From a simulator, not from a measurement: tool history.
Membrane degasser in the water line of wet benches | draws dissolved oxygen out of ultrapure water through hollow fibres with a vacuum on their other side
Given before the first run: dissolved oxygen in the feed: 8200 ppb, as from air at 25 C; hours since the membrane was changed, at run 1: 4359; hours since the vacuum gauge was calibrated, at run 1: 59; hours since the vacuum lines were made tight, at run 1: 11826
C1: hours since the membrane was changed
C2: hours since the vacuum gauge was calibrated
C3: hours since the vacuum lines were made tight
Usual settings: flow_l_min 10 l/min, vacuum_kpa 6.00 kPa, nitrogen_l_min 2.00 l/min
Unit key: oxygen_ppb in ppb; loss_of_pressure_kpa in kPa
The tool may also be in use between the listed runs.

run 1 hour=0.0 | flow_l_min=10 vacuum_kpa=6.00 nitrogen_l_min=2.00 | C1=4359 C2=59 C3=11826 | oxygen_ppb=37.7 loss_of_pressure_kpa=50.81
run 2 hour=123.0 | flow_l_min=10 vacuum_kpa=10.56 nitrogen_l_min=2.00 | C1=4482 C2=182 C3=11949 | oxygen_ppb=94.2 loss_of_pressure_kpa=50.55
run 3 hour=214.9 | flow_l_min=10 vacuum_kpa=10.56 nitrogen_l_min=2.00 | C1=4574 C2=274 C3=12041 | oxygen_ppb=95.7 loss_of_pressure_kpa=50.75
run 4 hour=281.9 | flow_l_min=10 vacuum_kpa=6.00 nitrogen_l_min=2.00 | C1=4641 C2=341 C3=12108 | oxygen_ppb=38.0 loss_of_pressure_kpa=50.59
run 5 hour=404.1 | flow_l_min=10 vacuum_kpa=6.00 nitrogen_l_min=2.00 | C1=4763 C2=463 C3=12230 | oxygen_ppb=38.7 loss_of_pressure_kpa=50.97
run 6 hour=496.2 | flow_l_min=6 vacuum_kpa=6.00 nitrogen_l_min=2.00 | C1=4855 C2=556 C3=12322 | oxygen_ppb=23.4 loss_of_pressure_kpa=30.67
run 7 hour=607.9 | flow_l_min=12 vacuum_kpa=6.00 nitrogen_l_min=2.00 | C1=4967 C2=667 C3=12434 | oxygen_ppb=46.1 loss_of_pressure_kpa=61.23
run 8 hour=691.8 | flow_l_min=12 vacuum_kpa=6.00 nitrogen_l_min=2.00 | C1=5050 C2=751 C3=12517 | oxygen_ppb=46.6 loss_of_pressure_kpa=61.12
run 9 hour=815.2 | flow_l_min=12 vacuum_kpa=6.00 nitrogen_l_min=2.00 | C1=5174 C2=875 C3=12641 | oxygen_ppb=47.3 loss_of_pressure_kpa=61.36
run 10 hour=883.5 | flow_l_min=12 vacuum_kpa=6.00 nitrogen_l_min=1.79 | C1=5242 C2=943 C3=12709 | oxygen_ppb=52.1 loss_of_pressure_kpa=61.17
run 11 hour=970.6 | flow_l_min=10 vacuum_kpa=6.00 nitrogen_l_min=2.00 | C1=5329 C2=1030 C3=12796 | oxygen_ppb=39.1 loss_of_pressure_kpa=51.20
run 12 hour=1062.4 | flow_l_min=10 vacuum_kpa=6.00 nitrogen_l_min=2.00 | C1=5421 C2=1122 C3=12888 | oxygen_ppb=38.9 loss_of_pressure_kpa=50.91
run 13 hour=1190.1 | flow_l_min=10 vacuum_kpa=6.94 nitrogen_l_min=2.00 | C1=5549 C2=1249 C3=13016 | oxygen_ppb=50.3 loss_of_pressure_kpa=51.16
run 14 hour=1275.9 | flow_l_min=10 vacuum_kpa=6.00 nitrogen_l_min=2.00 | C1=5635 C2=1335 C3=13102 | oxygen_ppb=38.7 loss_of_pressure_kpa=51.14
run 15 hour=1362.7 | flow_l_min=12 vacuum_kpa=6.00 nitrogen_l_min=2.00 | C1=5721 C2=1422 C3=13188 | oxygen_ppb=47.1 loss_of_pressure_kpa=61.42
run 16 hour=1485.8 | flow_l_min=7 vacuum_kpa=6.00 nitrogen_l_min=2.00 | C1=5844 C2=1545 C3=13311 | oxygen_ppb=27.1 loss_of_pressure_kpa=35.60
run 17 hour=1546.7 | flow_l_min=12 vacuum_kpa=7.66 nitrogen_l_min=1.99 | C1=5905 C2=1606 C3=13372 | oxygen_ppb=72.8 loss_of_pressure_kpa=61.51
run 18 hour=1670.0 | flow_l_min=12 vacuum_kpa=7.66 nitrogen_l_min=1.99 | C1=6029 C2=1729 C3=13496 | oxygen_ppb=72.8 loss_of_pressure_kpa=61.44
run 19 hour=1770.2 | flow_l_min=12 vacuum_kpa=11.33 nitrogen_l_min=0.91 | C1=6129 C2=1830 C3=13596 | oxygen_ppb=256.8 loss_of_pressure_kpa=61.49
run 20 hour=1848.4 | flow_l_min=10 vacuum_kpa=11.30 nitrogen_l_min=0.91 | C1=6207 C2=1908 C3=13674 | oxygen_ppb=217.2 loss_of_pressure_kpa=51.37
run 21 hour=1937.4 | flow_l_min=7 vacuum_kpa=6.00 nitrogen_l_min=2.00 | C1=6296 C2=1997 C3=13763 | oxygen_ppb=27.6 loss_of_pressure_kpa=36.07
-- hour=1967.5 seals of the vacuum lines changed
run 22 hour=2045.3 | flow_l_min=7 vacuum_kpa=6.00 nitrogen_l_min=2.00 | C1=6402 C2=2103 C3=78 | oxygen_ppb=26.0 loss_of_pressure_kpa=36.11
run 23 hour=2131.1 | flow_l_min=11 vacuum_kpa=4.57 nitrogen_l_min=1.28 | C1=6488 C2=2188 C3=164 | oxygen_ppb=33.1 loss_of_pressure_kpa=56.16
run 24 hour=2192.4 | flow_l_min=9 vacuum_kpa=6.11 nitrogen_l_min=0.86 | C1=6549 C2=2250 C3=225 | oxygen_ppb=75.9 loss_of_pressure_kpa=46.49
run 25 hour=2280.3 | flow_l_min=10 vacuum_kpa=9.29 nitrogen_l_min=1.10 | C1=6637 C2=2338 C3=313 | oxygen_ppb=135.5 loss_of_pressure_kpa=51.38
run 26 hour=2367.0 | flow_l_min=8 vacuum_kpa=6.00 nitrogen_l_min=1.17 | C1=6724 C2=2424 C3=399 | oxygen_ppb=47.9 loss_of_pressure_kpa=40.90
run 27 hour=2422.7 | flow_l_min=14 vacuum_kpa=5.24 nitrogen_l_min=2.00 | C1=6779 C2=2480 C3=455 | oxygen_ppb=42.4 loss_of_pressure_kpa=71.91
run 28 hour=2509.4 | flow_l_min=13 vacuum_kpa=6.00 nitrogen_l_min=2.00 | C1=6866 C2=2567 C3=542 | oxygen_ppb=50.5 loss_of_pressure_kpa=66.70

What will run 29 give?
run 29 hour=2599.0 | flow_l_min=14 vacuum_kpa=10.37 nitrogen_l_min=2.00 | C1=6956 C2=2656 C3=631 | oxygen_ppb=? loss_of_pressure_kpa=?

{"run 29": {"oxygen_ppb": 127.6, "loss_of_pressure_kpa": 72.06}}
The same run, on a tool lacking any hidden state, would have yielded oxygen_ppb 124.9 ppb, loss_of_pressure_kpa 69.16 kPa.

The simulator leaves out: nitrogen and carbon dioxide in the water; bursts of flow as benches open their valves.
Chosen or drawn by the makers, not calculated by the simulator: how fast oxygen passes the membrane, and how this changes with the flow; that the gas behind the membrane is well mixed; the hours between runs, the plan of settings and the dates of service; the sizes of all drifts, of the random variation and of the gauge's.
